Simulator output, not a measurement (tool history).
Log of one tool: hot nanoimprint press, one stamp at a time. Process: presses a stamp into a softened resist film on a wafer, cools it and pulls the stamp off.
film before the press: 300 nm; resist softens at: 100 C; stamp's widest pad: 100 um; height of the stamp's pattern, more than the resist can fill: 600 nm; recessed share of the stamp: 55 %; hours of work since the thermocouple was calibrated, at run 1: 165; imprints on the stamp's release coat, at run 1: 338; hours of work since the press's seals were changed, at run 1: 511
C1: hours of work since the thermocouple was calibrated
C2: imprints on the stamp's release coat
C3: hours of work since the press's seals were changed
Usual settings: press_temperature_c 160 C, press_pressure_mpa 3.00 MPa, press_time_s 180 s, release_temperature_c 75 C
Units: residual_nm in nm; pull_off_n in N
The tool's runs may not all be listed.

Run 1, hour 0.0: usual settings; C1 165; C2 338; C3 511. Result: residual_nm 135.5 nm, pull_off_n 147 N.
Run 2, hour 34.3: usual settings but release_temperature_c 65 C; C1 191; C2 530; C3 538. Result: residual_nm 134.0 nm, pull_off_n 176 N.
Run 3, hour 68.0: usual settings but release_temperature_c 65 C; C1 218; C2 718; C3 564. Result: residual_nm 132.1 nm, pull_off_n 183 N.
At hour 96.0: press's hydraulic seals changed and the load cell set to zero.
Run 4, hour 129.8: usual settings but release_temperature_c 65 C; C1 259; C2 1019; C3 26. Result: residual_nm 129.8 nm, pull_off_n 196 N.
Run 5, hour 187.6: usual settings but release_temperature_c 65 C; C1 304; C2 1342; C3 71. Result: residual_nm 128.3 nm, pull_off_n 210 N.
Run 6, hour 227.2: usual settings but release_temperature_c 65 C; C1 335; C2 1563; C3 102. Result: residual_nm 127.8 nm, pull_off_n 224 N.
At hour 259.2: stamp cleaned and given a new release coat.
Run 7, hour 286.1: usual settings but release_temperature_c 65 C; C1 377; C2 151; C3 143. Result: residual_nm 125.8 nm, pull_off_n 147 N.
Run 8, hour 336.4: usual settings but release_temperature_c 65 C; C1 416; C2 432; C3 183. Result: residual_nm 125.3 nm, pull_off_n 162 N.
Run 9, hour 391.3: usual settings but release_temperature_c 65 C; C1 458; C2 739; C3 225. Result: residual_nm 124.5 nm, pull_off_n 179 N.
At hour 397.6: plate thermocouple calibrated.
Run 10, hour 448.5: usual settings; C1 40; C2 1042; C3 267. Result: residual_nm 140.3 nm, pull_off_n 177 N.
Run 11, hour 495.0: usual settings; C1 76; C2 1302; C3 304. Result: residual_nm 137.7 nm, pull_off_n 193 N.
Run 12, hour 529.3: usual settings; C1 103; C2 1494; C3 330. Result: residual_nm 138.9 nm, pull_off_n 200 N.
At hour 570.4: stamp cleaned and given a new release coat.
Run 13, hour 581.3: usual settings; C1 138; C2 62; C3 366. Result: residual_nm 137.7 nm, pull_off_n 134 N.
Run 14, hour 636.6: usual settings; C1 181; C2 371; C3 409. Result: residual_nm 137.0 nm, pull_off_n 144 N.
Run 15, hour 692.7: usual settings; C1 225; C2 684; C3 453. Result: residual_nm 134.3 nm, pull_off_n 163 N.
Run 16, hour 722.3: usual settings but press_pressure_mpa 3.34 MPa, release_temperature_c 82 C; C1 248; C2 850; C3 476. Result: residual_nm 128.5 nm, pull_off_n 158 N.
Run 17, hour 768.8: usual settings but press_pressure_mpa 3.34 MPa, release_temperature_c 82 C; C1 284; C2 1109; C3 512. Result: residual_nm 126.9 nm, pull_off_n 162 N.
Run 18, hour 809.7: usual settings but press_pressure_mpa 3.34 MPa, release_temperature_c 76 C; C1 316; C2 1338; C3 544. Result: residual_nm 125.0 nm, pull_off_n 189 N.
At hour 859.5: press's hydraulic seals changed and the load cell set to zero.
Run 19, hour 873.0: usual settings but press_pressure_mpa 3.34 MPa, release_temperature_c 76 C; C1 359; C2 1647; C3 11. Result: residual_nm 121.4 nm, pull_off_n 204 N.
At hour 888.7: stamp cleaned and given a new release coat.
Run 20, hour 944.6: usual settings but press_temperature_c 159 C, press_pressure_mpa 1.93 MPa; C1 410; C2 313; C3 62. Result: residual_nm 162.4 nm, pull_off_n 149 N.
Run 21, hour 971.9: usual settings but press_temperature_c 171 C, press_pressure_mpa 3.52 MPa, press_time_s 251 s, release_temperature_c 72 C; C1 432; C2 466; C3 83. Result: residual_nm 52.9 nm, pull_off_n 162 N.
Run 22, hour 1004.9: usual settings but press_temperature_c 151 C, press_pressure_mpa 3.52 MPa, press_time_s 251 s, release_temperature_c 72 C; C1 457; C2 650; C3 109. Result: residual_nm 176.7 nm, pull_off_n 160 N.
At hour 1016.0: plate thermocouple calibrated.
Run 23, hour 1061.2: usual settings but press_temperature_c 151 C, press_pressure_mpa 3.52 MPa, press_time_s 251 s, release_temperature_c 72 C; C1 35; C2 948; C3 150. Result: residual_nm 194.4 nm, pull_off_n 185 N.
Run 24, hour 1090.9: usual settings but press_temperature_c 151 C, press_pressure_mpa 3.52 MPa, press_time_s 251 s, release_temperature_c 72 C; C1 58; C2 1114; C3 173. Result: residual_nm 194.4 nm, pull_off_n 191 N.
Run 25, hour 1128.3: usual settings but press_temperature_c 151 C, press_pressure_mpa 3.52 MPa, press_time_s 251 s, release_temperature_c 72 C; C1 87; C2 1323; C3 202. Result: residual_nm 190.3 nm, pull_off_n 206 N.
Run 26, hour 1163.6: usual settings but press_temperature_c 151 C, press_pressure_mpa 3.52 MPa, press_time_s 251 s, release_temperature_c 72 C; C1 115; C2 1520; C3 230. Result: residual_nm 190.8 nm, pull_off_n 205 N.
At hour 1203.9: stamp cleaned and given a new release coat.
Run 27, hour 1213.9: usual settings but press_pressure_mpa 2.53 MPa, press_time_s 109 s; C1 149; C2 56; C3 264. Result: residual_nm 175.4 nm, pull_off_n 133 N.
Run 28, hour 1271.8: usual settings but press_pressure_mpa 2.53 MPa, press_time_s 109 s; C1 195; C2 379; C3 309. Result: residual_nm 170.9 nm, pull_off_n 152 N.
Run 29, hour 1326.5: usual settings but press_temperature_c 148 C, press_pressure_mpa 2.53 MPa, press_time_s 134 s; C1 237; C2 685; C3 352. Result: residual_nm 258.5 nm, pull_off_n 163 N.

Hidden state at the last listed run before each entry between runs and at the first one after, where it differs:
Between runs 3 and 4: press's hydraulic seals changed and the load cell set to zero (hour 96.0)
  true temperature over the reading, C: 1 -> 1.19; pressure that arrives at the usual setting, %: 95.91 -> 99.66; grip of the stamp's worn release coat, % over a new coat's: 22.7 -> 32.7
  measured less the result without the state, residual_nm: -5.5 -> -9.1 nm; pull_off_n: +32 -> +46 N
Between runs 6 and 7: stamp cleaned and given a new release coat (hour 259.2)
  true temperature over the reading, C: 1.51 -> 1.68; pressure that arrives at the usual setting, %: 99.1 -> 98.79; grip of the stamp's worn release coat, % over a new coat's: 51.6 -> 4.6
  measured less the result without the state, residual_nm: -11.4 -> -12.2 nm; pull_off_n: +74 -> +5 N
Between runs 9 and 10: plate thermocouple calibrated (hour 397.6)
  true temperature over the reading, C: 2.02 -> 0.05; pressure that arrives at the usual setting, %: 98.21 -> 97.9; grip of the stamp's worn release coat, % over a new coat's: 23.4 -> 33.5
  measured less the result without the state, residual_nm: -14.6 -> +0.8 nm; pull_off_n: +31 -> +45 N
Between runs 12 and 13: stamp cleaned and given a new release coat (hour 570.4)
  true temperature over the reading, C: 0.33 -> 0.47; pressure that arrives at the usual setting, %: 97.45 -> 97.15; grip of the stamp's worn release coat, % over a new coat's: 49.2 -> 1.9
  measured less the result without the state, residual_nm: -1.2 -> -2.0 nm; pull_off_n: +65 -> +2 N
Between runs 18 and 19: press's hydraulic seals changed and the load cell set to zero (hour 859.5)
  true temperature over the reading, C: 1.23 -> 1.41; pressure that arrives at the usual setting, %: 95.84 -> 99.96; grip of the stamp's worn release coat, % over a new coat's: 43.7 -> 54.6
  measured less the result without the state, residual_nm: -6.8 -> -10.7 nm; pull_off_n: +56 -> +70 N
Between runs 19 and 20: stamp cleaned and given a new release coat (hour 888.7)
  true temperature over the reading, C: 1.41 -> 1.63; pressure that arrives at the usual setting, %: 99.96 -> 99.61; grip of the stamp's worn release coat, % over a new coat's: 54.6 -> 9.7
  measured less the result without the state, residual_nm: -10.7 -> -14.0 nm; pull_off_n: +70 -> +11 N
Between runs 22 and 23: plate thermocouple calibrated (hour 1016.0)
  true temperature over the reading, C: 1.82 -> 0.11; pressure that arrives at the usual setting, %: 99.25 -> 98.95; grip of the stamp's worn release coat, % over a new coat's: 20.4 -> 30.3
  measured less the result without the state, residual_nm: -17.6 -> -0.3 nm; pull_off_n: +25 -> +43 N
Between runs 26 and 27: stamp cleaned and given a new release coat (hour 1203.9)
  true temperature over the reading, C: 0.43 -> 0.57; pressure that arrives at the usual setting, %: 98.4 -> 98.15; grip of the stamp's worn release coat, % over a new coat's: 50.1 -> 1.7
  measured less the result without the state, residual_nm: -3.1 -> -4.0 nm; pull_off_n: +68 -> +1 N
